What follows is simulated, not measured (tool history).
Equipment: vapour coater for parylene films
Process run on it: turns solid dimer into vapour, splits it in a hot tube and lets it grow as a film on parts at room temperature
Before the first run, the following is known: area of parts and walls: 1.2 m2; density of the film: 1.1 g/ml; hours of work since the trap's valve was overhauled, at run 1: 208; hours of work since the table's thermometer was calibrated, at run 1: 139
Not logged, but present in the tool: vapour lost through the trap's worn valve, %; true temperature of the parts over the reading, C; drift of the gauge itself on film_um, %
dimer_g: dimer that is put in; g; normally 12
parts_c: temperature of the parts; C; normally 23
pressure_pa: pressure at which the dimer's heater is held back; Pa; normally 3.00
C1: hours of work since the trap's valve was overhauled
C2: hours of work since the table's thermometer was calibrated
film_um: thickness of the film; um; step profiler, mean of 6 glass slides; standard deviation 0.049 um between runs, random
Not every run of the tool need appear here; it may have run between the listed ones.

Run 1, hour 0.0: usual settings; C1 208; C2 139. Result: film_um 5.39 um.
Run 2, hour 12.2: usual settings; C1 216; C2 147. Result: film_um 5.36 um.
Run 3, hour 23.9: usual settings; C1 223; C2 154. Result: film_um 5.34 um.
Run 4, hour 36.8: usual settings; C1 231; C2 162. Result: film_um 5.33 um.
Run 5, hour 44.1: usual settings but pressure_pa 4.51 Pa; C1 236; C2 167. Result: film_um 4.82 um.
Run 6, hour 57.3: usual settings but pressure_pa 4.51 Pa; C1 244; C2 175. Result: film_um 4.79 um.
Run 7, hour 71.7: usual settings but parts_c 33 C; C1 253; C2 184. Result: film_um 4.20 um.
At hour 73.4: table's thermometer calibrated.
Run 8, hour 88.4: usual settings but parts_c 33 C; C1 263; C2 9. Result: film_um 4.06 um.
Run 9, hour 104.5: usual settings but dimer_g 6 g, parts_c 33 C; C1 273; C2 20. Result: film_um 2.09 um.
Run 10, hour 114.5: usual settings but dimer_g 6 g, parts_c 33 C; C1 280; C2 26. Result: film_um 2.13 um.
Run 11, hour 121.8: usual settings but dimer_g 7 g, parts_c 17 C, pressure_pa 11.65 Pa; C1 284; C2 31. Result: film_um 2.54 um.
At hour 131.9: table's thermometer calibrated, once more.
Run 12, hour 131.9: usual settings but dimer_g 7 g, parts_c 17 C, pressure_pa 11.65 Pa; C1 290; C2 0. Result: film_um 2.50 um.
Run 13, hour 142.3: usual settings but dimer_g 7 g, parts_c 17 C, pressure_pa 11.65 Pa; C1 297; C2 7. Result: film_um 2.47 um.
Run 14, hour 158.2: usual settings but dimer_g 9 g, parts_c 34 C, pressure_pa 7.33 Pa; C1 307; C2 17. Result: film_um 2.44 um.
At hour 172.1: trap's valve overhauled.
Run 15, hour 172.7: usual settings but parts_c 31 C, pressure_pa 3.78 Pa; C1 0; C2 23. Result: film_um 4.76 um.
Run 16, hour 188.5: usual settings but parts_c 31 C, pressure_pa 3.78 Pa; C1 10; C2 33. Result: film_um 4.69 um.
Run 17, hour 201.5: usual settings but parts_c 31 C, pressure_pa 3.78 Pa; C1 19; C2 42. Result: film_um 4.67 um.

3 ways to go on from here, each from the tool as it stands after run 17. What would each give?
Run A, hour 213.1: usual settings but dimer_g 14 g, pressure_pa 7.68 Pa; C1 26; C2 49. Result: film_um ?.
Run B, hour 213.1: usual settings but dimer_g 10 g; C1 26; C2 49. Result: film_um ?.
Run C, hour 213.1: usual settings but dimer_g 14 g; C1 26; C2 49. Result: film_um ?.

run  film_um
  A     5.44
  B     4.90
  C     6.75
The same runs, with their run-to-run variation unchanged, on a tool lacking any hidden condition would have given:
run  film_um
  A     5.55
  B     4.99
  C     6.88
